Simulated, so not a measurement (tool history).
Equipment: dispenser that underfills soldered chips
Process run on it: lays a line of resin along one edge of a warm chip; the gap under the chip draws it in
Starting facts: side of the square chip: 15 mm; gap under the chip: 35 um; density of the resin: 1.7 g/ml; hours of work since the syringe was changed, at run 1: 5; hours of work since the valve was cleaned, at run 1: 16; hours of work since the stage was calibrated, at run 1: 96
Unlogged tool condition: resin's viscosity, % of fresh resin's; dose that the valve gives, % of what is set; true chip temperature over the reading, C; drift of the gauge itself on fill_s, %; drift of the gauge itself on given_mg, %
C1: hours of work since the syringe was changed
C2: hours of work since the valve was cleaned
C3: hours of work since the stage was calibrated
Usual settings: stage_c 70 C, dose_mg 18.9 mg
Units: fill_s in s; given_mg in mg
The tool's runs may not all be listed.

{"run": 1, "hour": 0.0, "stage_c": 70, "dose_mg": 18.9, "C1": 5, "C2": 16, "C3": 96, "fill_s": 640.6, "given_mg": 18.69}
{"hour": 6.8, "done": "new syringe of resin"}
{"run": 2, "hour": 6.8, "stage_c": 73, "dose_mg": 18.9, "C1": 0, "C2": 20, "C3": 100, "fill_s": 440.4, "given_mg": 18.66}
{"run": 3, "hour": 11.4, "stage_c": 73, "dose_mg": 18.3, "C1": 3, "C2": 23, "C3": 103, "fill_s": 501.7, "given_mg": 18.16}
{"hour": 21.7, "done": "new syringe of resin"}
{"run": 4, "hour": 22.6, "stage_c": 70, "dose_mg": 20, "C1": 1, "C2": 29, "C3": 110, "fill_s": 520.3, "given_mg": 19.83}
{"run": 5, "hour": 27.8, "stage_c": 70, "dose_mg": 20, "C1": 4, "C2": 32, "C3": 113, "fill_s": 590.5, "given_mg": 19.69}
{"hour": 36.2, "done": "new syringe of resin"}
{"run": 6, "hour": 38.5, "stage_c": 70, "dose_mg": 18.9, "C1": 1, "C2": 39, "C3": 120, "fill_s": 538.2, "given_mg": 18.56}
{"run": 7, "hour": 49.4, "stage_c": 70, "dose_mg": 18.9, "C1": 8, "C2": 45, "C3": 126, "fill_s": 724.2, "given_mg": 18.38}
{"hour": 51.2, "done": "new syringe of resin"}
{"run": 8, "hour": 57.2, "stage_c": 70, "dose_mg": 18.9, "C1": 4, "C2": 50, "C3": 131, "fill_s": 606.1, "given_mg": 18.42}
{"hour": 65.9, "done": "new syringe of resin"}
{"run": 9, "hour": 67.9, "stage_c": 70, "dose_mg": 18.9, "C1": 1, "C2": 56, "C3": 137, "fill_s": 544.9, "given_mg": 18.43}
{"run": 10, "hour": 72.3, "stage_c": 70, "dose_mg": 18.9, "C1": 4, "C2": 59, "C3": 140, "fill_s": 605.5, "given_mg": 18.38}
{"hour": 80.9, "done": "new syringe of resin"}
{"run": 11, "hour": 81.6, "stage_c": 70, "dose_mg": 18.9, "C1": 0, "C2": 65, "C3": 145, "fill_s": 535.4, "given_mg": 18.34}
{"run": 12, "hour": 90.0, "stage_c": 70, "dose_mg": 18.9, "C1": 6, "C2": 70, "C3": 151, "fill_s": 676.2, "given_mg": 18.24}
{"hour": 96.1, "done": "new syringe of resin"}
{"run": 13, "hour": 98.3, "stage_c": 70, "dose_mg": 18.4, "C1": 1, "C2": 75, "C3": 155, "fill_s": 561.7, "given_mg": 17.72}
{"run": 14, "hour": 107.1, "stage_c": 70, "dose_mg": 20.5, "C1": 7, "C2": 80, "C3": 161, "fill_s": 700.4, "given_mg": 19.77}
{"hour": 111.6, "done": "new syringe of resin"}
{"hour": 114.8, "done": "dispensing valve cleaned and set on the balance"}
{"run": 15, "hour": 119.2, "stage_c": 70, "dose_mg": 20.5, "C1": 4, "C2": 3, "C3": 167, "fill_s": 594.8, "given_mg": 20.5}
{"run": 16, "hour": 124.7, "stage_c": 70, "dose_mg": 18.9, "C1": 7, "C2": 6, "C3": 171, "fill_s": 719.7, "given_mg": 18.87}
{"hour": 127.8, "done": "new syringe of resin"}
{"run": 17, "hour": 134.8, "stage_c": 70, "dose_mg": 18.9, "C1": 4, "C2": 12, "C3": 177, "fill_s": 627.8, "given_mg": 18.78}
{"run": 18, "hour": 140.1, "stage_c": 63, "dose_mg": 18.9, "C1": 8, "C2": 15, "C3": 180, "fill_s": 1019.2, "given_mg": 18.81}
{"hour": 142.5, "done": "new syringe of resin"}
{"run": 19, "hour": 145.3, "stage_c": 76, "dose_mg": 23.4, "C1": 2, "C2": 18, "C3": 183, "fill_s": 401.4, "given_mg": 23.22}
{"run": 20, "hour": 153.6, "stage_c": 76, "dose_mg": 23.4, "C1": 7, "C2": 23, "C3": 188, "fill_s": 512.3, "given_mg": 23.16}
{"hour": 157.7, "done": "new syringe of resin"}
{"run": 21, "hour": 162.2, "stage_c": 78, "dose_mg": 22, "C1": 3, "C2": 28, "C3": 193, "fill_s": 389.7, "given_mg": 21.78}
{"run": 22, "hour": 169.7, "stage_c": 63, "dose_mg": 18.4, "C1": 7, "C2": 33, "C3": 198, "fill_s": 1045.9, "given_mg": 18.12}
{"hour": 172.6, "done": "new syringe of resin"}
{"run": 23, "hour": 175.9, "stage_c": 70, "dose_mg": 18, "C1": 2, "C2": 37, "C3": 201, "fill_s": 579.5, "given_mg": 17.77}
{"run": 24, "hour": 183.7, "stage_c": 70, "dose_mg": 18, "C1": 7, "C2": 41, "C3": 206, "fill_s": 713.9, "given_mg": 17.68}
{"hour": 187.2, "done": "new syringe of resin"}
{"run": 25, "hour": 193.6, "stage_c": 70, "dose_mg": 18, "C1": 4, "C2": 47, "C3": 212, "fill_s": 621.2, "given_mg": 17.65}
{"hour": 202.5, "done": "new syringe of resin"}
{"run": 26, "hour": 203.9, "stage_c": 81, "dose_mg": 16.2, "C1": 1, "C2": 53, "C3": 218, "fill_s": 330.4, "given_mg": 15.75}
{"run": 27, "hour": 210.9, "stage_c": 59, "dose_mg": 21, "C1": 5, "C2": 58, "C3": 223, "fill_s": 1125.8, "given_mg": 20.36}
{"hour": 217.3, "done": "new syringe of resin"}
{"run": 28, "hour": 221.6, "stage_c": 75, "dose_mg": 24.1, "C1": 3, "C2": 64, "C3": 229, "fill_s": 439.1, "given_mg": 23.46}
{"run": 29, "hour": 226.3, "stage_c": 75, "dose_mg": 24.1, "C1": 6, "C2": 67, "C3": 232, "fill_s": 506.3, "given_mg": 23.44}
{"hour": 231.9, "done": "new syringe of resin"}
{"run": 30, "hour": 236.9, "stage_c": 75, "dose_mg": 24.1, "C1": 3, "C2": 73, "C3": 238, "fill_s": 451.7, "given_mg": 23.42}
{"run": 31, "hour": 242.3, "stage_c": 75, "dose_mg": 24.1, "C1": 6, "C2": 77, "C3": 241, "fill_s": 534, "given_mg": 23.19}
{"hour": 246.4, "done": "new syringe of resin"}
{"run": 32, "hour": 250.4, "stage_c": 65, "dose_mg": 23.2, "C1": 2, "C2": 81, "C3": 246, "fill_s": 726.5, "given_mg": 22.4}
{"hour": 255.3, "done": "dispensing valve cleaned and set on the balance"}
{"run": 33, "hour": 257.6, "stage_c": 71, "dose_mg": 17.2, "C1": 6, "C2": 1, "C3": 250, "fill_s": 663.1, "given_mg": 17.18}
{"hour": 262.6, "done": "new syringe of resin"}
{"run": 34, "hour": 265.2, "stage_c": 71, "dose_mg": 17.2, "C1": 2, "C2": 6, "C3": 255, "fill_s": 549.8, "given_mg": 17.14}
{"run": 35, "hour": 270.2, "stage_c": 71, "dose_mg": 17.2, "C1": 5, "C2": 9, "C3": 258, "fill_s": 628.2, "given_mg": 17.05}

What differs in the tool's unlogged condition from the final listed run ahead of each entry between runs to the first listed run following it?
Between runs 1 and 2: new syringe of resin (hour 6.8)
  resin's viscosity, % of fresh resin's: 126.5 -> 100.6; dose that the valve gives, % of what is set: 99.09 -> 98.91; true chip temperature over the reading, C: -0.79 -> -0.81
  measured value less the no-hidden-state value, fill_s: +154.6 -> +20.4 s; given_mg: -0.17 -> -0.2 mg
Between runs 3 and 4: new syringe of resin (hour 21.7)
  resin's viscosity, % of fresh resin's: 114.1 -> 101.9; dose that the valve gives, % of what is set: 98.79 -> 98.5; true chip temperature over the reading, C: -0.82 -> -0.85
  measured value less the no-hidden-state value, fill_s: +80.5 -> +32.2 s; given_mg: -0.22 -> -0.3 mg
Between runs 5 and 6: new syringe of resin (hour 36.2)
  resin's viscosity, % of fresh resin's: 117.4 -> 105.3; dose that the valve gives, % of what is set: 98.36 -> 98.07; true chip temperature over the reading, C: -0.87 -> -0.9
  measured value less the no-hidden-state value, fill_s: +110 -> +51.5 s; given_mg: -0.33 -> -0.36 mg
Between runs 7 and 8: new syringe of resin (hour 51.2)
  resin's viscosity, % of fresh resin's: 141.8 -> 119.6; dose that the valve gives, % of what is set: 97.77 -> 97.57; true chip temperature over the reading, C: -0.93 -> -0.95
  measured value less the no-hidden-state value, fill_s: +238.8 -> +125.1 s; given_mg: -0.42 -> -0.46 mg
Between runs 8 and 9: new syringe of resin (hour 65.9)
  resin's viscosity, % of fresh resin's: 119.6 -> 105.7; dose that the valve gives, % of what is set: 97.57 -> 97.3; true chip temperature over the reading, C: -0.95 -> -0.98
  measured value less the no-hidden-state value, fill_s: +125.1 -> +56.7 s; given_mg: -0.46 -> -0.51 mg
Between runs 10 and 11: new syringe of resin (hour 80.9)
  resin's viscosity, % of fresh resin's: 119.2 -> 103.9; dose that the valve gives, % of what is set: 97.18 -> 96.95; true chip temperature over the reading, C: -1 -> -1.03
  measured value less the no-hidden-state value, fill_s: +125.1 -> +49.1 s; given_mg: -0.53 -> -0.58 mg
Between runs 12 and 13: new syringe of resin (hour 96.1)
  resin's viscosity, % of fresh resin's: 130.6 -> 109.3; dose that the valve gives, % of what is set: 96.74 -> 96.52; true chip temperature over the reading, C: -1.05 -> -1.08
  measured value less the no-hidden-state value, fill_s: +188.4 -> +78.9 s; given_mg: -0.61 -> -0.64 mg
Between runs 14 and 15: new syringe of resin (hour 111.6); dispensing valve cleaned and set on the balance (hour 114.8)
  resin's viscosity, % of fresh resin's: 139.1 -> 118.8; dose that the valve gives, % of what is set: 96.31 -> 99.85; true chip temperature over the reading, C: -1.1 -> -1.14
  measured value less the no-hidden-state value, fill_s: +226.6 -> +121.6 s; given_mg: -0.75 -> -0.03 mg
Between runs 16 and 17: new syringe of resin (hour 127.8)
  resin's viscosity, % of fresh resin's: 138.3 -> 119.3; dose that the valve gives, % of what is set: 99.71 -> 99.43; true chip temperature over the reading, C: -1.15 -> -1.18
  measured value less the no-hidden-state value, fill_s: +228.3 -> +132.1 s; given_mg: -0.06 -> -0.1 mg
Between runs 18 and 19: new syringe of resin (hour 142.5)
  resin's viscosity, % of fresh resin's: 138 -> 108.8; dose that the valve gives, % of what is set: 99.29 -> 99.16; true chip temperature over the reading, C: -1.2 -> -1.21
  measured value less the no-hidden-state value, fill_s: +325.8 -> +53.3 s; given_mg: -0.13 -> -0.2 mg
Between runs 20 and 21: new syringe of resin (hour 157.7)
  resin's viscosity, % of fresh resin's: 136.6 -> 113.9; dose that the valve gives, % of what is set: 98.95 -> 98.72; true chip temperature over the reading, C: -1.24 -> -1.26
  measured value less the no-hidden-state value, fill_s: +159.1 -> +68 s; given_mg: -0.25 -> -0.28 mg
Between runs 22 and 23: new syringe of resin (hour 172.6)
  resin's viscosity, % of fresh resin's: 140 -> 109.9; dose that the valve gives, % of what is set: 98.54 -> 98.38; true chip temperature over the reading, C: -1.29 -> -1.31
  measured value less the no-hidden-state value, fill_s: +349.1 -> +87.1 s; given_mg: -0.27 -> -0.29 mg
Between runs 24 and 25: new syringe of resin (hour 187.2)
  resin's viscosity, % of fresh resin's: 135.9 -> 118.7; dose that the valve gives, % of what is set: 98.18 -> 97.93; true chip temperature over the reading, C: -1.33 -> -1.36
  measured value less the no-hidden-state value, fill_s: +224.3 -> +134.5 s; given_mg: -0.33 -> -0.37 mg
Between runs 25 and 26: new syringe of resin (hour 202.5)
  resin's viscosity, % of fresh resin's: 118.7 -> 103.3; dose that the valve gives, % of what is set: 97.93 -> 97.66; true chip temperature over the reading, C: -1.36 -> -1.39
  measured value less the no-hidden-state value, fill_s: +134.5 -> +33.5 s; given_mg: -0.37 -> -0.38 mg
Between runs 27 and 28: new syringe of resin (hour 217.3)
  resin's viscosity, % of fresh resin's: 125.2 -> 112.6; dose that the valve gives, % of what is set: 97.49 -> 97.21; true chip temperature over the reading, C: -1.41 -> -1.45
  measured value less the no-hidden-state value, fill_s: +293.9 -> +75.9 s; given_mg: -0.52 -> -0.68 mg
Between runs 29 and 30: new syringe of resin (hour 231.9)
  resin's viscosity, % of fresh resin's: 128.2 -> 114.5; dose that the valve gives, % of what is set: 97.1 -> 96.85; true chip temperature over the reading, C: -1.46 -> -1.49
  measured value less the no-hidden-state value, fill_s: +138.9 -> +85 s; given_mg: -0.7 -> -0.77 mg
Between runs 31 and 32: new syringe of resin (hour 246.4)
  resin's viscosity, % of fresh resin's: 132.6 -> 110.8; dose that the valve gives, % of what is set: 96.71 -> 96.51; true chip temperature over the reading, C: -1.51 -> -1.54
  measured value less the no-hidden-state value, fill_s: +160.1 -> +122 s; given_mg: -0.79 -> -0.81 mg
Between runs 32 and 33: dispensing valve cleaned and set on the balance (hour 255.3)
  resin's viscosity, % of fresh resin's: 110.8 -> 131.3; dose that the valve gives, % of what is set: 96.51 -> 99.68; true chip temperature over the reading, C: -1.54 -> -1.56
  measured value less the no-hidden-state value, fill_s: +122 -> +195.8 s; given_mg: -0.81 -> -0.05 mg
Between runs 33 and 34: new syringe of resin (hour 262.6)
  resin's viscosity, % of fresh resin's: 131.3 -> 107.1; dose that the valve gives, % of what is set: 99.68 -> 99.49; true chip temperature over the reading, C: -1.56 -> -1.58
  measured value less the no-hidden-state value, fill_s: +195.8 -> +75.7 s; given_mg: -0.05 -> -0.09 mg

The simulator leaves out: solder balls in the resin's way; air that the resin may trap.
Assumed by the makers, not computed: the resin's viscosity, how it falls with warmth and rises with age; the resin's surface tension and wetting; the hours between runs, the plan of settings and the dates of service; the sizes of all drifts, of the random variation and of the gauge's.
